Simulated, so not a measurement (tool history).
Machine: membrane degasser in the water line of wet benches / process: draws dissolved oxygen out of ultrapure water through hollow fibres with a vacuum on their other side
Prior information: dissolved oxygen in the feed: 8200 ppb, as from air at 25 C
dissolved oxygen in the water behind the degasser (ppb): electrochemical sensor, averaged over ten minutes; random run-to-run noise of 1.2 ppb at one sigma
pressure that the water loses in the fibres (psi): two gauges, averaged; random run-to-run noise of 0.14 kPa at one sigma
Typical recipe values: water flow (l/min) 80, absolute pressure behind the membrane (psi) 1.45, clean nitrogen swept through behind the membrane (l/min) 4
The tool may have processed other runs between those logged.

run      day  water flow (l/min)  absolute pressure behind the membrane (psi)  clean nitrogen swept through behind the membrane (l/min)  dissolved oxygen in the water behind the degasser (ppb)  pressure that the water loses in the fibres (psi)
  1        0                  80                                         1.45                                                         4                                                    296.3                                              4.914
  2    4.754                  80                                         1.45                                                         4                                                    296.1                                              4.889
  3    7.496                  80                                         1.45                                                         4                                                    295.9                                               4.91
  4   11.979                  80                                         1.45                                                      3.68                                                    319.3                                              4.941
  5   14.471                  80                                         1.45                                                      3.68                                                    318.8                                              4.898
  6   17.896                  80                                         1.45                                                      3.68                                                      316                                              4.921
  7   22.267                  80                                         1.45                                                      3.68                                                    319.1                                              4.917
  8    26.65                  80                                         1.45                                                      3.68                                                    319.9                                              4.949
  9   31.746                  80                                         1.45                                                      3.68                                                    318.8                                              4.925
 10   36.767                  80                                         1.45                                                      3.68                                                    316.7                                               4.93
 11   41.725                  80                                         1.45                                                      3.68                                                    317.4                                              4.946
 12   45.525                  80                                         1.45                                                         4                                                    295.7                                              4.973
 13   49.221                  80                                         1.45                                                         4                                                    295.3                                              4.946
 14   52.329                  80                                         0.87                                                         4                                                    126.4                                              4.963
 15   55.146                  80                                         0.87                                                         4                                                    126.1                                              4.991
 16   57.996                  80                                         1.45                                                         4                                                    295.1                                              4.924
 17   60.571                 126                                         2.76                                                      5.97                                                    703.2                                              7.854
 18   62.742                  69                                         3.45                                                         4                                                    739.8                                              4.292
 19   65.258                  69                                         3.45                                                         4                                                    735.1                                              4.286
 20   68.008                  70                                         1.03                                                      5.65                                                    112.8                                               4.38
 21   71.512                  70                                            1                                                       6.3                                                     96.4                                              4.348
 22   76.058                  70                                         0.91                                                      2.28                                                    198.2                                              4.376
      78.708  -- seals of the vacuum lines changed
 23   79.208                 118                                         1.16                                                      7.48                                                    186.9                                              7.336
 24   81.592                  57                                         1.49                                                      7.18                                                    133.6                                              3.591
 25   85.858                  86                                         2.93                                                      6.38                                                    500.9                                              5.348
 26   89.975                  86                                         2.93                                                      6.38                                                    504.5                                              5.371
 27   95.042                  86                                         2.93                                                      6.38                                                    503.4                                              5.346
 28   98.958                  86                                         2.93                                                      6.38                                                      502                                              5.422
 29  102.979                  69                                         1.45                                                         4                                                    261.5                                              4.295
 30  106.175                  99                                         1.97                                                      4.54                                                    485.6                                              6.213
 31  109.896                  80                                          2.7                                                         4                                                    643.1                                               5.03
 32  114.521                  80                                          2.7                                                         4                                                    638.8                                              5.024

A few steps of pressure that the water loses in the fibres (psi) between consecutive runs. Split each: what settings, incoming material and random variation would produce without the hidden state, and what is left over for the hidden state, along with gauge scatter present in only one of the two compared results (measured, and without hidden state):
Hidden state at play: membrane still open, %; true pressure behind the membrane over the reading, kPa; air that leaks in behind the membrane, l/min; drift of the gauge itself on oxygen_ppb, %; drift of the gauge itself on loss_of_pressure_kpa, %.
Run 17 -> 18: water flow (l/min) 126 -> 69, absolute pressure behind the membrane (psi) 2.76 -> 3.45, clean nitrogen swept through behind the membrane (l/min) 5.97 -> 4. pressure that the water loses in the fibres (psi) -3.562: hidden state -0.046, all else -3.516.
Run 22 -> 23: water flow (l/min) 70 -> 118, absolute pressure behind the membrane (psi) 0.91 -> 1.16, clean nitrogen swept through behind the membrane (l/min) 2.28 -> 7.48, seals of the vacuum lines changed. pressure that the water loses in the fibres (psi) +2.96: hidden state +0.055, all else +2.905.
Run 23 -> 24: water flow (l/min) 118 -> 57, absolute pressure behind the membrane (psi) 1.16 -> 1.49, clean nitrogen swept through behind the membrane (l/min) 7.48 -> 7.18. pressure that the water loses in the fibres (psi) -3.745: hidden state -0.065, all else -3.68.
Run 29 -> 30: water flow (l/min) 69 -> 99, absolute pressure behind the membrane (psi) 1.45 -> 1.97, clean nitrogen swept through behind the membrane (l/min) 4 -> 4.54. pressure that the water loses in the fibres (psi) +1.919: hidden state +0.048, all else +1.871.

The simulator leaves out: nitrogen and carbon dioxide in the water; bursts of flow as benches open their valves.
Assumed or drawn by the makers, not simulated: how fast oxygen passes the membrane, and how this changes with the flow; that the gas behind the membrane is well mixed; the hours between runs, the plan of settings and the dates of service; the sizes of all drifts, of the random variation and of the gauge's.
